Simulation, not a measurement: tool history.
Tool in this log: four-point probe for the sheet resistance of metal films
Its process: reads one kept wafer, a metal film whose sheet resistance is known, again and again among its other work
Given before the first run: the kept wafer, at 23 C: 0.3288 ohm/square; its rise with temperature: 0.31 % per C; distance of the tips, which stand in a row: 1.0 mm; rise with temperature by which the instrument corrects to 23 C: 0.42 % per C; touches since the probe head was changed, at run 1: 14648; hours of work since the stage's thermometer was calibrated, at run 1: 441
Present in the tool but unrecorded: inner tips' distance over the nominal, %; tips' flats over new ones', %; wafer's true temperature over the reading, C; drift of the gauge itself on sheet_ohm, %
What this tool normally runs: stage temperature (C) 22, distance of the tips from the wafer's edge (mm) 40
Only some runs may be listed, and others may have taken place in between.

run	day	stage temperature (C)	distance of the tips from the wafer's edge (mm)	touches since the probe head was changed	hours of work since the stage's thermometer was calibrated	sheet resistance as the instrument gives it (ohm/square)
1	0	22	40	14648	441	0.330445
2	0.358	19	40	15038	447	0.331514
3	0.958	19	40	15691	457	0.331488
4	1.304	19	40	16069	463	0.331539
5	1.738	22	40	16539	470	0.330512
6	2.242	22	40	17090	478	0.330382
7	2.65	22	40	17531	485	0.330423
8	3.196	30	40	18127	495	0.327574
9	3.538	30	40	18500	500	0.32753
10	4.204	22	40	19224	512	0.330333
11	4.783	22	40	19856	521	0.330173
12	5.233	26	22	20343	529	0.32917
13	5.788	26	5	20947	538	0.335574
14	6.254	26	5	21454	546	0.335752

For run 15, what comes out?
15	6.804	20	10	22053	555	?

{"run 15": {"sheet resistance as the instrument gives it (ohm/square)": 0.332749}}
Without the tool's hidden state the same run would have given sheet resistance as the instrument gives it (ohm/square) 0.331719.
